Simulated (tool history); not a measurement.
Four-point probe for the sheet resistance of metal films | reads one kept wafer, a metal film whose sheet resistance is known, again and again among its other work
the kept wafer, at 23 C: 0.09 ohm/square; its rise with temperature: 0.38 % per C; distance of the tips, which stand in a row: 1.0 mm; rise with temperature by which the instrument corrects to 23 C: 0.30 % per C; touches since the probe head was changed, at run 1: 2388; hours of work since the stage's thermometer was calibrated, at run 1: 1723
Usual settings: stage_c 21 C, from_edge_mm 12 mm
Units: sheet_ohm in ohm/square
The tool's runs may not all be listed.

run   hour  stage_c  from_edge_mm  touches since the probe head was changed  hours of work since the stage's thermometer was calibrated  sheet_ohm
  1    0.0       21            12                                      2388                                                        1723   0.090006
  2   22.9       21            12                                      2664                                                        1733   0.090024
  3   40.1       21            12                                      2872                                                        1741   0.090008
  4   58.0       21            12                                      3088                                                        1749   0.089989
  5   71.5       21             9                                      3251                                                        1755   0.090251
  6   86.3       21            12                                      3430                                                        1762   0.089967
  7  114.4       21            12                                      3769                                                        1774   0.090023
  8  133.1       21            12                                      3995                                                        1783   0.089962
  9  152.0       21            12                                      4224                                                        1791   0.089995
 10  168.4       21            12                                      4421                                                        1798   0.090018
 11  189.7       21            12                                      4678                                                        1808   0.089997
 12  203.6       24            12                                      4846                                                        1814   0.090208
 13  220.0       24            12                                      5045                                                        1821   0.090189
 14  248.1       24            12                                      5383                                                        1834   0.090189
 15  263.4       21            12                                      5569                                                        1841   0.089994
 16  284.4       23            12                                      5822                                                        1850   0.090140
 17  311.2       23            12                                      6145                                                        1862   0.090105
 18  335.5       23            12                                      6439                                                        1873   0.090155
 19  348.2       21            12                                      6593                                                        1879   0.090000
 20  373.5       21            12                                      6898                                                        1890   0.089962
 21  396.7       21             6                                      7179                                                        1900   0.090967
 22  416.2       20            12                                      7414                                                        1909   0.089909
 23  429.0       20            12                                      7569                                                        1915   0.089895
 24  441.3       18            28                                      7716                                                        1920   0.089485
 25  461.4       21            12                                      7959                                                        1929   0.089993
 26  484.2       32             7                                      8234                                                        1939   0.091385
 27  504.4       28            13                                      8479                                                        1948   0.090367
 28  517.5       31             3                                      8637                                                        1954   0.095375
 29  545.6       31             3                                      8977                                                        1967   0.095394
 30  557.7       27            72                                      9123                                                        1972   0.090067
 31  572.6       27            72                                      9302                                                        1979   0.090073
 32  598.7       27            72                                      9618                                                        1990   0.090072
 33  622.6       21            11                                      9906                                                        2001   0.090056

Run 34 comes next. What will it give?
 34  642.1       21            62                                     10141                                                        2010          ?

Run 34 gave sheet_ohm 0.089659 ohm/square.
Without the tool's hidden state the same run would have given sheet_ohm 0.089886 ohm/square.
